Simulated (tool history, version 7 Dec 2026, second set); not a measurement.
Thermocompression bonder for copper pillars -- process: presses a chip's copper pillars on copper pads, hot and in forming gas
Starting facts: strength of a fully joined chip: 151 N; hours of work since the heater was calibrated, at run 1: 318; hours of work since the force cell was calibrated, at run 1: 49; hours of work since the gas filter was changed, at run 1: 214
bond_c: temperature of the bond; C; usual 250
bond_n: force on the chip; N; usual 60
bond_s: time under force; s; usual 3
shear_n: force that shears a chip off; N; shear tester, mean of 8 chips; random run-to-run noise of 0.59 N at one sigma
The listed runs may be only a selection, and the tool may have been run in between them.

run,day,bond_c,bond_n,bond_s,hours of work since the heater was calibrated,hours of work since the force cell was calibrated,hours of work since the gas filter was changed,shear_n
1,0.000,250,60,3,318,49,214,52.9
2,1.088,271,60,3,333,64,230,70.0
3,1.862,271,60,3,344,75,241,70.7
4,2.879,271,60,3,359,89,255,69.8
5,3.504,271,60,3,368,98,264,70.8
6,4.438,271,60,3,381,112,277,70.0
7,5.292,271,60,3,393,124,289,69.3
8,5.775,271,60,3,400,131,296,68.9
9,6.575,271,60,3,411,142,307,69.0
10,7.621,250,60,3,426,157,322,51.2
11,8.400,229,60,3,437,168,333,36.4
12,8.904,237,60,3,444,175,341,41.7
13,9.638,237,60,3,455,185,351,40.8
# day 9.938: forming gas filter changed
14,10.200,237,60,3,463,193,4,45.8
15,10.862,237,60,3,472,203,13,45.4
16,11.554,229,60,3,482,212,23,39.1
17,12.579,229,60,3,496,227,37,38.2
18,13.254,229,60,3,506,236,47,38.9
19,14.279,229,66,3,520,251,62,43.3
20,14.758,250,60,3,527,258,68,55.1
21,15.650,250,60,3,540,270,81,54.7
22,16.438,243,37,3,551,282,92,27.9
23,17.454,272,59,2,565,296,107,61.7
24,18.504,225,70,4,580,311,122,47.3
25,19.429,238,56,4,593,324,135,46.8
26,20.138,238,56,4,603,334,145,45.7
27,20.600,238,56,4,610,341,151,47.1
28,21.117,271,41,5,617,348,159,58.4
29,21.562,270,60,5,624,354,165,83.2
30,22.267,270,58,3,634,364,175,69.1
31,23.217,250,60,5,647,378,188,64.4
32,24.162,257,76,3,661,391,202,72.9
33,24.725,257,76,3,669,399,210,73.3
34,25.212,223,48,6,676,406,217,34.2
35,25.825,223,74,2,684,415,225,35.3
36,26.450,250,67,6,693,424,234,74.7
37,26.975,250,67,6,701,431,242,74.0
38,27.612,272,58,3,710,440,251,68.5
39,28.262,272,68,3,719,449,260,78.3
40,29.167,239,88,3,732,462,273,64.2

Below are 3 alternative next runs, each starting from the tool's condition after run 40. Predict each:
A,29.912,250,60,7,742,473,283,?
B,29.912,265,60,5,742,473,283,?
C,29.912,239,88,9,742,473,283,?

run,shear_n
A,69.6
B,74.6
C,90.6
Had the tool no hidden state, the same runs would have come out as:
run,shear_n
A,78.4
B,83.7
C,101.7
